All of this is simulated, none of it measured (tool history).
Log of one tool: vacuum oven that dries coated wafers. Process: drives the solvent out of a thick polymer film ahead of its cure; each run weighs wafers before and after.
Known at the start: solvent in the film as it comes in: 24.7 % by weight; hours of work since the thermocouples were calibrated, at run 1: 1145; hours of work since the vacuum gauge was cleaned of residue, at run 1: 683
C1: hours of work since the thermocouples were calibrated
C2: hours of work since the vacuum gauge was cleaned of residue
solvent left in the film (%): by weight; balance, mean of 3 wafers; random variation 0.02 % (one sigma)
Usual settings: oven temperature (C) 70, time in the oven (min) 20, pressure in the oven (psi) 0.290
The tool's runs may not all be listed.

Run 1, hour 0.0: usual settings; C1 1145; C2 683. Result: solvent left in the film (%) 1.68.
Run 2, hour 34.7: usual settings; C1 1165; C2 703. Result: solvent left in the film (%) 1.66.
Run 3, hour 65.6: usual settings; C1 1183; C2 721. Result: solvent left in the film (%) 1.63.
Run 4, hour 90.0: usual settings; C1 1198; C2 735. Result: solvent left in the film (%) 1.64.
Run 5, hour 119.0: usual settings but pressure in the oven (psi) 0.418; C1 1214; C2 752. Result: solvent left in the film (%) 2.02.
Run 6, hour 138.3: usual settings; C1 1226; C2 763. Result: solvent left in the film (%) 1.64.
Run 7, hour 156.9: usual settings; C1 1236; C2 774. Result: solvent left in the film (%) 1.63.
Run 8, hour 189.4: usual settings but time in the oven (min) 24; C1 1255; C2 793. Result: solvent left in the film (%) 1.26.
Run 9, hour 221.4: usual settings but pressure in the oven (psi) 0.512; C1 1274; C2 812. Result: solvent left in the film (%) 2.25.
Run 10, hour 239.2: usual settings but pressure in the oven (psi) 0.302; C1 1284; C2 822. Result: solvent left in the film (%) 1.69.
Run 11, hour 273.0: usual settings but pressure in the oven (psi) 0.302; C1 1304; C2 841. Result: solvent left in the film (%) 1.65.
Run 12, hour 291.3: usual settings but pressure in the oven (psi) 0.302; C1 1314; C2 852. Result: solvent left in the film (%) 1.68.
Run 13, hour 322.6: usual settings; C1 1332; C2 870. Result: solvent left in the film (%) 1.61.
Run 14, hour 342.0: usual settings; C1 1344; C2 882. Result: solvent left in the film (%) 1.61.
Run 15, hour 363.6: usual settings; C1 1356; C2 894. Result: solvent left in the film (%) 1.64.
Run 16, hour 401.1: usual settings; C1 1378; C2 916. Result: solvent left in the film (%) 1.61.
Run 17, hour 419.6: usual settings but pressure in the oven (psi) 1.034; C1 1389; C2 927. Result: solvent left in the film (%) 3.71.
Run 18, hour 450.7: usual settings but pressure in the oven (psi) 1.034; C1 1407; C2 945. Result: solvent left in the film (%) 3.73.
Run 19, hour 476.8: usual settings but pressure in the oven (psi) 1.034; C1 1422; C2 960. Result: solvent left in the film (%) 3.72.
Run 20, hour 502.7: usual settings; C1 1437; C2 975. Result: solvent left in the film (%) 1.58.
Run 21, hour 521.4: usual settings; C1 1448; C2 986. Result: solvent left in the film (%) 1.56.
Run 22, hour 549.4: usual settings; C1 1464; C2 1002. Result: solvent left in the film (%) 1.60.
At hour 566.6: oven's thermocouples calibrated.
Run 23, hour 580.2: usual settings but oven temperature (C) 71, time in the oven (min) 22, pressure in the oven (psi) 0.767; C1 8; C2 1018. Result: solvent left in the film (%) 2.85.
Run 24, hour 596.3: usual settings but oven temperature (C) 71, time in the oven (min) 22, pressure in the oven (psi) 0.767; C1 17; C2 1028. Result: solvent left in the film (%) 2.85.
Run 25, hour 621.7: usual settings but oven temperature (C) 71, time in the oven (min) 22, pressure in the oven (psi) 0.767; C1 32; C2 1043. Result: solvent left in the film (%) 2.82.
Run 26, hour 645.8: usual settings but oven temperature (C) 71, time in the oven (min) 22, pressure in the oven (psi) 0.767; C1 46; C2 1057. Result: solvent left in the film (%) 2.85.
Run 27, hour 679.7: usual settings but oven temperature (C) 83, time in the oven (min) 34, pressure in the oven (psi) 0.392; C1 66; C2 1076. Result: solvent left in the film (%) 0.74.
At hour 683.4: vacuum gauge cleaned of residue and calibrated.
Run 28, hour 702.8: usual settings but oven temperature (C) 72, time in the oven (min) 33, pressure in the oven (psi) 0.358; C1 78; C2 11. Result: solvent left in the film (%) 1.14.
Run 29, hour 724.4: usual settings but oven temperature (C) 72, time in the oven (min) 33, pressure in the oven (psi) 0.358; C1 91; C2 24. Result: solvent left in the film (%) 1.15.
At hour 751.6: vacuum gauge cleaned of residue and calibrated, once more.
Run 30, hour 758.7: usual settings but oven temperature (C) 72, time in the oven (min) 33, pressure in the oven (psi) 0.358; C1 110; C2 4. Result: solvent left in the film (%) 1.10.
Run 31, hour 793.5: usual settings but pressure in the oven (psi) 0.709; C1 130; C2 24. Result: solvent left in the film (%) 3.07.
Run 32, hour 827.1: usual settings but oven temperature (C) 57; C1 149; C2 44. Result: solvent left in the film (%) 6.89.
Run 33, hour 853.0: usual settings but oven temperature (C) 83, time in the oven (min) 22, pressure in the oven (psi) 0.292; C1 164; C2 59. Result: solvent left in the film (%) 0.56.
Run 34, hour 887.3: usual settings but oven temperature (C) 71, pressure in the oven (psi) 0.161; C1 184; C2 79. Result: solvent left in the film (%) 1.25.
Run 35, hour 905.1: usual settings but oven temperature (C) 64, pressure in the oven (psi) 0.161; C1 195; C2 89. Result: solvent left in the film (%) 3.15.
Run 36, hour 928.0: usual settings but oven temperature (C) 78, time in the oven (min) 27; C1 208; C2 102. Result: solvent left in the film (%) 0.66.
Run 37, hour 947.1: usual settings but oven temperature (C) 78, time in the oven (min) 27; C1 219; C2 113. Result: solvent left in the film (%) 0.65.
Run 38, hour 966.2: usual settings but oven temperature (C) 78, time in the oven (min) 27; C1 230; C2 124. Result: solvent left in the film (%) 0.63.
Run 39, hour 983.2: usual settings but oven temperature (C) 78, time in the oven (min) 27; C1 240; C2 134. Result: solvent left in the film (%) 0.70.

How the hidden state differs across the entries between the runs, from the last listed run before each to the first after it:
Between runs 22 and 23: oven's thermocouples calibrated (hour 566.6)
  true wafer temperature over the reading, C: 1.25 -> -0.23; true pressure over the reading, kPa: 0.096 -> 0.098
  measured less the result without the state, solvent left in the film (%): -0.21 -> +0.09
Between runs 27 and 28: vacuum gauge cleaned of residue and calibrated (hour 683.4)
  true wafer temperature over the reading, C: -0.18 -> -0.16; true pressure over the reading, kPa: 0.104 -> 0.127
  measured less the result without the state, solvent left in the film (%): +0.03 -> +0.07
Between runs 29 and 30: vacuum gauge cleaned of residue and calibrated, once more (hour 751.6)
  true wafer temperature over the reading, C: -0.15 -> -0.13; true pressure over the reading, kPa: 0.128 -> -0.008
  measured less the result without the state, solvent left in the film (%): +0.06 -> +0.01
